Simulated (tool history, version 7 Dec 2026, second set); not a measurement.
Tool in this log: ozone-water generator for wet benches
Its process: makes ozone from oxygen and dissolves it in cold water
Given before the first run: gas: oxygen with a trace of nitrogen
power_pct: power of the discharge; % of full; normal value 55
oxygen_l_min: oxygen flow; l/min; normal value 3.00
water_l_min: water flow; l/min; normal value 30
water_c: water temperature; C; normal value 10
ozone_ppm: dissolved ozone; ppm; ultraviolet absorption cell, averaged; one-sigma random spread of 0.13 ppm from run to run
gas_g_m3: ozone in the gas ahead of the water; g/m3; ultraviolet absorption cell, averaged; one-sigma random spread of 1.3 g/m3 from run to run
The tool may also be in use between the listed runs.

| run | hour | power_pct | oxygen_l_min | water_l_min | water_c | ozone_ppm | gas_g_m3 |
|---|---|---|---|---|---|---|---|
| 1 | 0.0 | 55 | 3.00 | 30 | 10 | 14.7 | 236.5 |
| 2 | 110.2 | 55 | 3.00 | 30 | 10 | 14.3 | 235.2 |
| 3 | 212.3 | 55 | 3.00 | 30 | 10 | 14.5 | 235.1 |
| 4 | 328.7 | 55 | 3.00 | 30 | 10 | 14.5 | 236.1 |
| 5 | 384.8 | 55 | 3.00 | 30 | 10 | 14.2 | 235.4 |
| 6 | 449.8 | 55 | 3.00 | 29 | 10 | 15.0 | 233.2 |
| 7 | 530.8 | 55 | 3.00 | 30 | 10 | 14.3 | 234.0 |
| 8 | 611.0 | 55 | 3.00 | 30 | 10 | 14.8 | 235.8 |
| 9 | 732.3 | 55 | 3.00 | 30 | 10 | 14.7 | 234.1 |
| 10 | 783.4 | 55 | 3.00 | 31 | 10 | 14.0 | 233.9 |
| 11 | 894.8 | 55 | 3.00 | 31 | 10 | 14.1 | 232.1 |
| 12 | 987.2 | 55 | 3.00 | 31 | 10 | 14.0 | 234.6 |
| 13 | 1079.2 | 51 | 3.36 | 37 | 10 | 11.5 | 207.2 |
| 14 | 1172.9 | 51 | 3.36 | 37 | 10 | 11.5 | 209.3 |
| 15 | 1230.4 | 59 | 5.25 | 37 | 14 | 13.7 | 176.4 |
| 16 | 1336.3 | 59 | 5.25 | 37 | 14 | 13.6 | 177.0 |
| 17 | 1421.4 | 43 | 5.25 | 37 | 14 | 11.0 | 145.9 |
| 18 | 1538.4 | 55 | 2.65 | 30 | 6 | 14.4 | 248.4 |
| 19 | 1603.9 | 82 | 2.65 | 30 | 6 | 18.9 | 321.0 |
| 20 | 1698.8 | 55 | 1.62 | 30 | 7 | 12.5 | 329.6 |
| 21 | 1801.0 | 48 | 2.15 | 34 | 14 | 10.5 | 257.5 |
| 22 | 1868.2 | 48 | 2.15 | 34 | 14 | 10.5 | 255.7 |

Branching from run 22: 4 alternative next runs. What would each branch give?
| A | 1953.8 | 48 | 5.21 | 27 | 8 | ? | ? |
| B | 1953.8 | 55 | 2.65 | 30 | 10 | ? | ? |
| C | 1953.8 | 55 | 3.59 | 34 | 14 | ? | ? |
| D | 1953.8 | 48 | 2.15 | 20 | 14 | ? | ? |

| run | ozone_ppm | gas_g_m3 |
|---|---|---|
| A | 16.4 | 155.3 |
| B | 13.9 | 245.7 |
| C | 13.0 | 207.3 |
| D | 17.6 | 256.2 |
With no hidden state in the tool, these same runs would have given:
| run | ozone_ppm | gas_g_m3 |
|---|---|---|
| A | 16.5 | 158.1 |
| B | 13.9 | 250.2 |
| C | 13.1 | 211.1 |
| D | 17.6 | 260.8 |

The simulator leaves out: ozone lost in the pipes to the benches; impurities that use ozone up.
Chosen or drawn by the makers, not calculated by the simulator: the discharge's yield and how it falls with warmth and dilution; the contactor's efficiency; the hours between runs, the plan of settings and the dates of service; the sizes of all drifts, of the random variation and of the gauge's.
